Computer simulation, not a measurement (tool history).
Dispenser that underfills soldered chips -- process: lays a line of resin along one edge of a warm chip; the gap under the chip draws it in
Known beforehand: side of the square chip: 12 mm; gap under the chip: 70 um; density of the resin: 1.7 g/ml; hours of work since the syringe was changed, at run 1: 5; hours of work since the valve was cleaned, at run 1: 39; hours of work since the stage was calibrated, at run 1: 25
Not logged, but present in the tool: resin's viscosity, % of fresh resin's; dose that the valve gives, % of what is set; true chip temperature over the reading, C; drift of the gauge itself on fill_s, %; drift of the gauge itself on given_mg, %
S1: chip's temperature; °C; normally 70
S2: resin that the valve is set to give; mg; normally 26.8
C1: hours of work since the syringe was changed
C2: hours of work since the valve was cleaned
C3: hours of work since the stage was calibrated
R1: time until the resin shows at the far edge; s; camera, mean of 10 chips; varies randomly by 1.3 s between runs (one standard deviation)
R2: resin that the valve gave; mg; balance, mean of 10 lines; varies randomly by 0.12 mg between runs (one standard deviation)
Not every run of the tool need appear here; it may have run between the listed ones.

run	hour	S1	S2	C1	C2	C3	R1	R2
1	0	70	26.8	5	39	25	201.3	25.78
# hour 4: new syringe of resin
2	5.1	62	26.8	1	42	29	204.5	26.11
3	11.1	62	33.5	5	46	33	288.4	31.93
4	14.1	62	33.5	7	48	35	345.7	32.17
# hour 15: new syringe of resin
5	17.6	62	33.5	2	51	37	214.7	32
6	20.4	70	26.8	4	52	39	182.5	25.29
# hour 26.1: new syringe of resin
7	26.5	70	26.8	0	57	43	134.2	25.21
8	30.3	70	26.8	3	59	46	169.5	25.39
9	33.7	70	33.2	5	61	48	208.1	31.43
# hour 37.4: new syringe of resin
10	39.5	70	33.2	1	65	52	145.2	31.18
11	42.3	70	26.8	3	67	54	177.2	25.2
12	45.9	70	26.8	6	70	56	218.2	25.04
# hour 48.3: new syringe of resin
13	49.4	70	26.8	1	72	59	143.6	25.01
14	53.1	70	27.4	3	75	61	178.1	25.63
15	56.8	84	27.4	6	77	64	122.5	25.53
# hour 59.3: new syringe of resin
16	61.6	70	26.8	2	80	67	155.2	24.87
# hour 64.6: dispensing valve cleaned and set on the balance
17	68.7	70	26.8	6	3	71	223.6	26.61
# hour 71.1: new syringe of resin
18	72.3	70	26.8	1	5	73	146.4	26.91
19	77.1	72	24.1	4	8	77	184.9	23.9
# hour 82.1: new syringe of resin
20	82.4	72	24.1	0	12	80	130.3	23.91
21	87.3	65	33.6	4	15	84	230.7	32.89
22	91.2	78	29	6	18	86	166.9	28.46
# hour 93.3: new syringe of resin
23	96.6	81	24.1	2	22	90	103.5	23.67
24	99.8	72	25.3	5	24	92	185.7	24.79
25	102.5	70	22.8	6	26	94	244.2	22.11
# hour 104.3: new syringe of resin
26	106	70	22.8	1	28	96	155.9	22.24
27	108.6	70	22.8	3	30	98	182.9	22.13
28	112.6	72	32.1	6	33	101	205.9	31.04
# hour 115.2: new syringe of resin
29	118.5	72	32.1	2	36	105	149.1	30.78
30	122.9	70	24.8	5	40	108	220.8	23.95
# hour 126.3: new syringe of resin
31	129.5	70	24	2	44	112	170.4	22.97
32	133.3	60	22.8	5	47	115	342.5	21.73
# hour 137.3: new syringe of resin
33	139.5	60	22.8	2	51	119	249.8	21.63
34	144.9	74	33.1	5	54	123	177.7	31.57
# hour 148.2: new syringe of resin
35	151.1	80	30	2	59	127	103.2	28.28

Alternative continuations, all from the tool just after run 35; predict every row:
A	157.3	80	33.8	6	63	131	?	?
B	157.3	74	26	6	63	131	?	?
C	157.3	55	29.7	6	63	131	?	?
D	157.3	74	27.9	6	63	131	?	?

run	R1	R2
A	151.4	31.88
B	197.5	24.45
C	463.9	28.15
D	199.4	26.17
Had the tool no hidden state, the same runs would have come out as:
run	R1	R2
A	84.7	33.89
B	109	25.99
C	256.9	29.93
D	110.7	27.83
